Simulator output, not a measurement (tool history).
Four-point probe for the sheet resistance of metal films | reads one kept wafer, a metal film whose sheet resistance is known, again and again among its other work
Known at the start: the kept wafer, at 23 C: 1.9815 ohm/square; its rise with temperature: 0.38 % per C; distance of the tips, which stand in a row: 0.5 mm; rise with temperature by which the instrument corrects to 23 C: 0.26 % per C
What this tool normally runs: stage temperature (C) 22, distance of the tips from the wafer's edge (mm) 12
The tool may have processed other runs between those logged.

run    hour  stage temperature (C)  distance of the tips from the wafer's edge (mm)  sheet resistance as the instrument gives it (ohm/square)
  1     0.0                     22                                               12                                                  1.969734
  2   103.4                     22                                               12                                                  1.969046
  3   206.4                     33                                               12                                                  1.994971
  4   287.2                     33                                               12                                                  1.994550
  5   386.4                     25                                               12                                                  1.975475
  6   488.3                     25                                               12                                                  1.974189
  7   580.2                     22                                               12                                                  1.965585
  8   689.6                     22                                               12                                                  1.965376
  9   809.8                     22                                               12                                                  1.964740
 10   940.1                     27                                               32                                                  1.974054
 11  1006.0                     30                                                4                                                  1.997390
 12  1132.4                     31                                               12                                                  1.984411
 13  1196.5                     31                                               12                                                  1.983838
 14  1286.6                     31                                                7                                                  1.986179
 15  1406.4                     33                                                8                                                  1.988795
 16  1499.2                     22                                                9                                                  1.961010
 17  1557.2                     28                                               17                                                  1.973144

Per-run results on a tool with no hidden state, each run keeping its own random variation:
Hidden conditions of the tool in this case: inner tips' distance over the nominal, %; tips' flats over new ones', %; wafer's true temperature over the reading, C; drift of the gauge itself on sheet_ohm, %.
run  sheet resistance as the instrument gives it (ohm/square)
  1                                                  1.980537
  2                                                  1.980583
  3                                                  2.007370
  4                                                  2.007524
  5                                                  1.989033
  6                                                  1.988499
  7                                                  1.980462
  8                                                  1.980960
  9                                                  1.981081
 10                                                  1.991391
 11                                                  2.015336
 12                                                  2.003181
 13                                                  2.002997
 14                                                  2.006002
 15                                                  2.009488
 16                                                  1.982036
 17                                                  1.994800

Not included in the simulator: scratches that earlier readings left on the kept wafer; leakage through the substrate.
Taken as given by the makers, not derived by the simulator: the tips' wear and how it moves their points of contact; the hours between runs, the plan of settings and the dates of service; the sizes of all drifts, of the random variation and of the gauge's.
